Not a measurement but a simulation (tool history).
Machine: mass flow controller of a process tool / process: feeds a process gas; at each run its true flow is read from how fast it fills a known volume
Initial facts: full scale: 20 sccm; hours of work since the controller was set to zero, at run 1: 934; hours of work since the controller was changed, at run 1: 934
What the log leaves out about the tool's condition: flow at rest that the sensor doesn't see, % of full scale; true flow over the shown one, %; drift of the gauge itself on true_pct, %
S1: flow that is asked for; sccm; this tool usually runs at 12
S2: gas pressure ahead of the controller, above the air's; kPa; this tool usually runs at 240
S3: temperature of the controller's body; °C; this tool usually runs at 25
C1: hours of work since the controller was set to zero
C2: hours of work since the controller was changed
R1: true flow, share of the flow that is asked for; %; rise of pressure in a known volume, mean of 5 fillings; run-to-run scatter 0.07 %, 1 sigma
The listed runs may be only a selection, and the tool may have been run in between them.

| run | hour | S1 | S2 | S3 | C1 | C2 | R1 |
|---|---|---|---|---|---|---|---|
| 1 | 0.0 | 12 | 240 | 25 | 934 | 934 | 97.65 |
| 2 | 173.4 | 12 | 240 | 38 | 1038 | 1038 | 98.20 |
| 3 | 297.7 | 12 | 240 | 38 | 1112 | 1112 | 98.10 |
| 4 | 459.7 | 12 | 240 | 38 | 1209 | 1209 | 97.88 |
| 5 | 581.5 | 12 | 240 | 38 | 1281 | 1281 | 98.11 |
| 6 | 694.9 | 9 | 240 | 25 | 1349 | 1349 | 96.63 |
| 7 | 816.3 | 9 | 240 | 25 | 1422 | 1422 | 96.54 |
| 8 | 996.9 | 2 | 190 | 36 | 1530 | 1530 | 92.86 |
| 9 | 1164.2 | 2 | 190 | 36 | 1629 | 1629 | 92.61 |
| 10 | 1271.1 | 12 | 184 | 23 | 1693 | 1693 | 97.08 |
| 11 | 1461.4 | 19 | 240 | 25 | 1807 | 1807 | 98.36 |
| 12 | 1616.7 | 19 | 240 | 25 | 1900 | 1900 | 98.40 |
| 13 | 1799.2 | 18 | 191 | 22 | 2009 | 2009 | 98.17 |

Consider 4 possible next runs. They are alternatives, not a sequence: every one starts from the tool as it was left by run 13. What does each give?
| A | 1958.5 | 12 | 276 | 40 | 2104 | 2104 | ? |
| B | 1958.5 | 12 | 141 | 25 | 2104 | 2104 | ? |
| C | 1958.5 | 16 | 240 | 29 | 2104 | 2104 | ? |
| D | 1958.5 | 2 | 154 | 22 | 2104 | 2104 | ? |

| run | R1 |
|---|---|
| A | 97.32 |
| B | 97.03 |
| C | 97.74 |
| D | 91.02 |
Stripped of hidden state, with their random variation kept, the same runs would have yielded:
| run | R1 |
|---|---|
| A | 99.10 |
| B | 98.80 |
| C | 99.31 |
| D | 96.97 |

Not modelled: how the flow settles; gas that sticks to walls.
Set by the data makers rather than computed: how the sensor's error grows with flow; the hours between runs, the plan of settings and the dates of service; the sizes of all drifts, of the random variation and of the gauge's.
